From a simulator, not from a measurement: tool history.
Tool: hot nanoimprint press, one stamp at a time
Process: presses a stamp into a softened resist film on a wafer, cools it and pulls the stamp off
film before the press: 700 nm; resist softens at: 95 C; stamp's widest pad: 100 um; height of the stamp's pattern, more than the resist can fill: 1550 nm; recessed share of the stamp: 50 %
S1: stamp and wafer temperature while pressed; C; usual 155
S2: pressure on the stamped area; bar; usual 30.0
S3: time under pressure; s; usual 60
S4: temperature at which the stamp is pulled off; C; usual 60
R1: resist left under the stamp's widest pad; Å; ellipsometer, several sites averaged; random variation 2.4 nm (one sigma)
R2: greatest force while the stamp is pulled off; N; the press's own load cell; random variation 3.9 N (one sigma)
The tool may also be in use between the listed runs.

run	hour	S1	S2	S3	S4	R1	R2
1	0.0	155	30.0	60	60	3988	185
2	15.3	155	30.0	60	60	3951	188
3	32.0	155	30.0	60	60	3987	186
4	47.3	155	30.0	60	60	3942	191
5	56.9	155	30.0	60	60	4001	187
6	68.0	155	30.0	60	60	3971	191
7	81.2	155	30.0	60	60	3951	189
8	97.0	155	30.0	60	60	3951	196
9	109.1	155	30.0	60	60	3957	189
10	127.1	155	37.8	60	60	3634	193
11	136.0	155	30.0	70	50	3766	245
12	147.9	158	18.6	61	50	4141	252
13	161.8	165	32.6	66	50	2291	258
14	176.9	155	30.0	60	53	3984	229
15	194.4	151	22.4	96	45	4476	280
16	203.8	160	30.0	87	60	2725	191
# hour 224.2: stamp cleaned and given a new release coat
17	224.2	160	30.0	87	60	2740	188
18	232.0	160	30.0	87	60	2741	193
19	239.6	155	40.9	85	60	3081	197

The same runs without the tool's hidden state, with the same run-to-run variation:
The hidden state here: true temperature over the reading, C; pressure that arrives at the usual setting, %; grip of the stamp's worn release coat, % over a new coat's; drift of the gauge itself on residual_nm, %; drift of the gauge itself on pull_off_n, %.
run	R2
1	185
2	188
3	186
4	191
5	187
6	190
7	188
8	195
9	188
10	191
11	243
12	249
13	255
14	226
15	276
16	188
17	189
18	194
19	197
R1: within 22 Å of the measured result in every run.
